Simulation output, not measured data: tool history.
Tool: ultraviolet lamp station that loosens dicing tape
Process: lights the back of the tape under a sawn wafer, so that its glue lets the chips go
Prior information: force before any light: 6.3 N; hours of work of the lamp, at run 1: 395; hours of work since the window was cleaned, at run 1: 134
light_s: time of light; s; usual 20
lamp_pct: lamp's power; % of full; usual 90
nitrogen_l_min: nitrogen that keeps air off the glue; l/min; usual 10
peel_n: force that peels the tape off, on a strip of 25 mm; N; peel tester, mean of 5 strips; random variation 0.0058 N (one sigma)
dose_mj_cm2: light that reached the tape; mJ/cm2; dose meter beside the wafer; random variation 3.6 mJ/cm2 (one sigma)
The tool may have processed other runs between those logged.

run   hour  light_s  lamp_pct  nitrogen_l_min  hours of work of the lamp  hours of work since the window was cleaned  peel_n  dose_mj_cm2
  1      0       20        90              10                        395                                         134   0.178          543
  2   34.9       20        90              16                        413                                         152   0.123          543
  3   54.1       20        90              16                        422                                         162   0.125          536
  4   84.1       20        90              16                        438                                         177   0.141          533
  5  116.3       20        90              16                        454                                         193   0.136          538
  6  149.6       20        90              10                        471                                         210   0.182          528
  7  183.6       20        90              10                        488                                         227   0.202          524
  8  217.4       20        90              10                        505                                         244     0.2          524
  9  244.8       20        90              10                        519                                         258   0.213          527
 10  284.6       14        65              15                        539                                         278   0.759          260
 11  310.4       14        65              15                        552                                         291   0.766          263
     332.6  -- window cleaned of glue's vapour
 12  337.7       20        97              10                        566                                           3   0.142          582
 13  368.5       26        90               7                        581                                          18   0.135          707
 14  408.5       25        81               7                        601                                          38   0.203          606
 15  428.8       22        81              12                        612                                          49   0.177          524

Consider 3 possible next runs. They are alternatives, not a sequence: every one starts from the tool as it was left by run 15. What does each give?
  A  448.7       17        60              18                        622                                          59       ?            ?
  B  448.7       22        81              13                        622                                          59       ?            ?
  C  448.7       11        96              10                        622                                          59       ?            ?

run  peel_n  dose_mj_cm2
  A   0.481          300
  B   0.155          524
  C   0.664          314
Stripped of hidden state, with their random variation kept, the same runs would have yielded:
run  peel_n  dose_mj_cm2
  A   0.365          337
  B   0.121          589
  C   0.514          353
